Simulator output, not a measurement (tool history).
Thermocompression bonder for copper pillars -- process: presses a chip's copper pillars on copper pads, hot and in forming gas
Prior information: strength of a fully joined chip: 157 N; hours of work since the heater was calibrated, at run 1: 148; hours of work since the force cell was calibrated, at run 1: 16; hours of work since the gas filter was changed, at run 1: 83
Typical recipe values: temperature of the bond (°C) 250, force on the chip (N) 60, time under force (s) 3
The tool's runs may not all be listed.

run    hour  temperature of the bond (°C)  force on the chip (N)  time under force (s)  hours of work since the heater was calibrated  hours of work since the force cell was calibrated  hours of work since the gas filter was changed  force that shears a chip off (N)
  1     0.0                           250                     60                     3                                            148                                                 16                                              83                              72.7
  2    26.4                           250                     60                     3                                            161                                                 29                                              96                              71.2
       73.1  -- forming gas filter changed
  3    75.4                           250                     60                     3                                            184                                                 53                                               1                              79.4
  4   103.3                           250                     60                     3                                            198                                                 66                                              15                              77.4
  5   138.5                           250                     60                     3                                            215                                                 83                                              32                              77.3
  6   166.4                           250                     60                     3                                            229                                                 97                                              46                              74.9
  7   188.9                           250                     80                     3                                            240                                                108                                              57                              87.8
  8   208.8                           250                     80                     3                                            250                                                118                                              66                              87.4
  9   244.4                           250                     80                     3                                            267                                                135                                              84                              85.0
 10   278.5                           250                     51                     3                                            284                                                152                                             101                              64.5
      315.0  -- forming gas filter changed
 11   321.0                           250                     51                     3                                            304                                                173                                               3                              71.2
 12   342.8                           250                     51                     3                                            315                                                183                                              14                              70.5
 13   390.8                           250                     45                     3                                            339                                                207                                              37                              63.9
 14   423.8                           240                     60                     3                                            355                                                223                                              53                              64.1
 15   457.3                           240                     60                     3                                            371                                                239                                              70                              61.9
 16   478.2                           244                     60                     3                                            382                                                250                                              80                              66.6
 17   516.0                           250                     60                     3                                            400                                                268                                              98                              73.5
 18   536.5                           250                     60                     3                                            410                                                278                                             108                              71.0
      557.2  -- forming gas filter changed
 19   570.8                           250                     60                     3                                            427                                                295                                               7                              79.7
 20   603.5                           250                     60                     3                                            443                                                311                                              23                              77.6
 21   640.2                           266                     56                     2                                            461                                                329                                              41                              82.5
 22   682.3                           248                     60                     6                                            481                                                349                                              61                              91.5
 23   730.4                           250                     50                     3                                            505                                                373                                              85                              66.0
      734.7  -- force cell calibrated
 24   762.2                           250                     45                     5                                            520                                                 14                                             100                              73.1
      799.2  -- forming gas filter changed
 25   799.2                           254                     36                     3                                            538                                                 31                                               0                              60.9
 26   843.5                           254                     36                     3                                            559                                                 53                                              22                              60.7
 27   883.1                           254                     67                     8                                            579                                                 72                                              41                             112.5
 28   917.5                           254                     67                     8                                            596                                                 89                                              58                             111.5
      951.0  -- force cell calibrated, once more
 29   967.5                           254                     67                     8                                            619                                                  8                                              82                             109.0
 30   993.4                           254                     67                     8                                            632                                                 21                                              94                             109.2
 31  1034.7                           254                     67                     8                                            652                                                 41                                             115                             106.9
     1041.5  -- forming gas filter changed
 32  1068.9                           267                     60                     6                                            669                                                 58                                              13                             121.5
 33  1094.7                           236                     37                     7                                            681                                                 70                                              26                              63.5
 34  1140.4                           233                     89                     7                                            704                                                 93                                              48                              98.6
 35  1172.3                           228                     77                     2                                            719                                                108                                              64                              53.0
 36  1213.5                           266                     74                     2                                            740                                                128                                              84                              92.7
 37  1258.3                           266                     74                     2                                            761                                                150                                             106                              91.6
     1282.3  -- forming gas filter changed
 38  1292.7                           233                     60                     2                                            778                                                167                                               5                              52.6
 39  1319.9                           233                     60                     2                                            791                                                180                                              18                              52.5

5 ways to go on from here, each from the tool as it stands after run 39. What would each give?
  A  1349.3                           250                     60                     2                                            806                                                195                                              33                                 ?
  B  1349.3                           250                     60                     2                                            806                                                195                                              33                                 ?
  C  1349.3                           246                     60                     3                                            806                                                195                                              33                                 ?
  D  1349.3                           250                     45                     3                                            806                                                195                                              33                                 ?
  E  1349.3                           280                     77                     5                                            806                                                195                                              33                                 ?

run  force that shears a chip off (N)
  A                              69.0
  B                              68.4
  C                              75.3
  D                              65.8
  E                             136.4
Without the tool's unlogged condition, the same runs would have read:
run  force that shears a chip off (N)
  A                              67.4
  B                              66.8
  C                              73.6
  D                              64.2
  E                             138.2
